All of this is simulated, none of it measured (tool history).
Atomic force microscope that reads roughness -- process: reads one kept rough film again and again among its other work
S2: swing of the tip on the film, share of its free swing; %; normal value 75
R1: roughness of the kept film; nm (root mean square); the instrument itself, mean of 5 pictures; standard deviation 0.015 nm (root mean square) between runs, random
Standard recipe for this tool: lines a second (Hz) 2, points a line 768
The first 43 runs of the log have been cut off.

run 44 day=22.446 | lines_a_second_(Hz)=1.78 S2=70 points_a_line=643 | R1=3.32
run 45 day=22.825 | lines_a_second_(Hz)=1.78 S2=70 points_a_line=643 | R1=3.275
run 46 day=23.304 | lines_a_second_(Hz)=1.78 S2=70 points_a_line=643 | R1=3.126
run 47 day=23.692 | lines_a_second_(Hz)=1.78 S2=70 points_a_line=643 | R1=3.053
run 48 day=24.3 | lines_a_second_(Hz)=3.88 S2=75 points_a_line=768 | R1=2.77
run 49 day=24.867 | lines_a_second_(Hz)=3.88 S2=75 points_a_line=768 | R1=2.704
run 50 day=25.371 | lines_a_second_(Hz)=0.95 S2=75 points_a_line=463 | R1=2.802
run 51 day=25.929 | lines_a_second_(Hz)=0.87 S2=82 points_a_line=675 | R1=2.725
run 52 day=26.258 | lines_a_second_(Hz)=0.87 S2=82 points_a_line=675 | R1=2.666

Run 53, settings as shown, results not yet in. Your forecast:
run 53 day=26.75 | lines_a_second_(Hz)=0.52 S2=60 points_a_line=278 | R1=?

Run 53 came out at R1 2.615 nm (root mean square).
Were there no unlogged condition in the tool, this run, its random variation unchanged, would have produced R1 3.82 nm (root mean square).
